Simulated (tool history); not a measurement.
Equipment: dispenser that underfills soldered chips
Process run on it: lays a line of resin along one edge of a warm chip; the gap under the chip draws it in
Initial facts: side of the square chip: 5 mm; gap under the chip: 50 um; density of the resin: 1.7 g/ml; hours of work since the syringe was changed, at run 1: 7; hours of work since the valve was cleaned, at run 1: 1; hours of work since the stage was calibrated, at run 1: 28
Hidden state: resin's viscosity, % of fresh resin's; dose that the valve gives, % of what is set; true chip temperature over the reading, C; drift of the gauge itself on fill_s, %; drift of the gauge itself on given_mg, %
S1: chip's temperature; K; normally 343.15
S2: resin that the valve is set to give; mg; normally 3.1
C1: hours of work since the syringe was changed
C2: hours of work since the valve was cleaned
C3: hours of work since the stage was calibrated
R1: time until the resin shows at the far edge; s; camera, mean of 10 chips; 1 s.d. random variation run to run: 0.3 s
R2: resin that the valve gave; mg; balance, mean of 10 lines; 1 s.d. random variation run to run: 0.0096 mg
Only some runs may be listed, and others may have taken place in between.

{"run": 1, "hour": 0.0, "S1": 343.15, "S2": 3.1, "C1": 7, "C2": 1, "C3": 28, "R1": 7.5, "R2": 3.102}
{"hour": 1.2, "done": "new syringe of resin"}
{"run": 2, "hour": 9.1, "S1": 343.15, "S2": 3.1, "C1": 6, "C2": 8, "C3": 35, "R1": 7.6, "R2": 3.085}
{"hour": 11.5, "done": "new syringe of resin"}
{"run": 3, "hour": 17.0, "S1": 343.15, "S2": 3.1, "C1": 4, "C2": 14, "C3": 41, "R1": 7.2, "R2": 3.071}
{"hour": 21.5, "done": "new syringe of resin"}
{"run": 4, "hour": 27.7, "S1": 343.15, "S2": 3.1, "C1": 5, "C2": 22, "C3": 49, "R1": 6.8, "R2": 3.056}
{"hour": 31.6, "done": "new syringe of resin"}
{"run": 5, "hour": 36.6, "S1": 343.15, "S2": 3.1, "C1": 4, "C2": 29, "C3": 56, "R1": 6.4, "R2": 3.049}
{"run": 6, "hour": 41.2, "S1": 343.15, "S2": 3.1, "C1": 8, "C2": 33, "C3": 60, "R1": 7.4, "R2": 3.05}
{"hour": 42.4, "done": "new syringe of resin"}
{"run": 7, "hour": 49.2, "S1": 343.15, "S2": 3.54, "C1": 5, "C2": 39, "C3": 66, "R1": 6.3, "R2": 3.479}
{"hour": 52.4, "done": "new syringe of resin"}
{"run": 8, "hour": 58.2, "S1": 337.15, "S2": 3.1, "C1": 5, "C2": 46, "C3": 73, "R1": 8.3, "R2": 3.029}
{"hour": 62.7, "done": "new syringe of resin"}
{"hour": 65.5, "done": "dispensing valve cleaned and set on the balance"}
{"run": 9, "hour": 69.7, "S1": 337.15, "S2": 3.21, "C1": 5, "C2": 3, "C3": 81, "R1": 8.3, "R2": 3.201}
{"hour": 73.7, "done": "new syringe of resin"}
{"run": 10, "hour": 74.7, "S1": 340.15, "S2": 3.21, "C1": 1, "C2": 7, "C3": 85, "R1": 6, "R2": 3.182}
{"hour": 84.1, "done": "new syringe of resin"}
{"run": 11, "hour": 84.7, "S1": 340.15, "S2": 3.82, "C1": 0, "C2": 15, "C3": 92, "R1": 6.1, "R2": 3.802}
{"hour": 94.3, "done": "new syringe of resin"}
{"run": 12, "hour": 94.7, "S1": 340.15, "S2": 3.82, "C1": 0, "C2": 22, "C3": 100, "R1": 5.7, "R2": 3.775}
{"run": 13, "hour": 101.9, "S1": 340.15, "S2": 3.82, "C1": 6, "C2": 28, "C3": 105, "R1": 7.7, "R2": 3.767}
{"hour": 104.5, "done": "new syringe of resin"}
{"run": 14, "hour": 111.5, "S1": 340.15, "S2": 3.82, "C1": 6, "C2": 35, "C3": 113, "R1": 7.4, "R2": 3.756}
{"hour": 115.1, "done": "new syringe of resin"}
{"run": 15, "hour": 121.0, "S1": 340.15, "S2": 3.82, "C1": 5, "C2": 43, "C3": 120, "R1": 7.2, "R2": 3.737}
{"hour": 125.4, "done": "new syringe of resin"}
{"hour": 132.0, "done": "dispensing valve cleaned and set on the balance"}
{"run": 16, "hour": 133.1, "S1": 331.15, "S2": 3.17, "C1": 5, "C2": 1, "C3": 129, "R1": 10.6, "R2": 3.18}
{"hour": 136.8, "done": "new syringe of resin"}
{"run": 17, "hour": 139.6, "S1": 331.15, "S2": 3.17, "C1": 2, "C2": 6, "C3": 133, "R1": 8.6, "R2": 3.154}
{"hour": 146.9, "done": "new syringe of resin"}
{"run": 18, "hour": 147.4, "S1": 351.15, "S2": 3.38, "C1": 0, "C2": 12, "C3": 139, "R1": 4.7, "R2": 3.364}
{"run": 19, "hour": 155.3, "S1": 332.15, "S2": 3.36, "C1": 7, "C2": 18, "C3": 146, "R1": 10.6, "R2": 3.331}

Alternative continuations, all from the tool just after run 19; predict every row:
{"hour": 157.0, "done": "new syringe of resin"}
{"run": "A", "hour": 161.4, "S1": 353.15, "S2": 3.29, "C1": 3, "C2": 22, "C3": 150, "R1": "?", "R2": "?"}
{"hour": 157.0, "done": "new syringe of resin"}
{"run": "B", "hour": 161.4, "S1": 350.15, "S2": 3.44, "C1": 3, "C2": 22, "C3": 150, "R1": "?", "R2": "?"}
{"hour": 157.0, "done": "new syringe of resin"}
{"run": "C", "hour": 161.4, "S1": 346.15, "S2": 3.5, "C1": 3, "C2": 22, "C3": 150, "R1": "?", "R2": "?"}
{"hour": 157.0, "done": "new syringe of resin"}
{"run": "D", "hour": 161.4, "S1": 357.15, "S2": 3.94, "C1": 3, "C2": 22, "C3": 150, "R1": "?", "R2": "?"}

run=A R1=4.3 R2=3.262
run=B R1=5.2 R2=3.417
run=C R1=5.7 R2=3.45
run=D R1=3.9 R2=3.897
Without the tool's unlogged condition, the same runs would have read:
run=A R1=3.5 R2=3.295
run=B R1=4.3 R2=3.451
run=C R1=4.7 R2=3.485
run=D R1=3.2 R2=3.936

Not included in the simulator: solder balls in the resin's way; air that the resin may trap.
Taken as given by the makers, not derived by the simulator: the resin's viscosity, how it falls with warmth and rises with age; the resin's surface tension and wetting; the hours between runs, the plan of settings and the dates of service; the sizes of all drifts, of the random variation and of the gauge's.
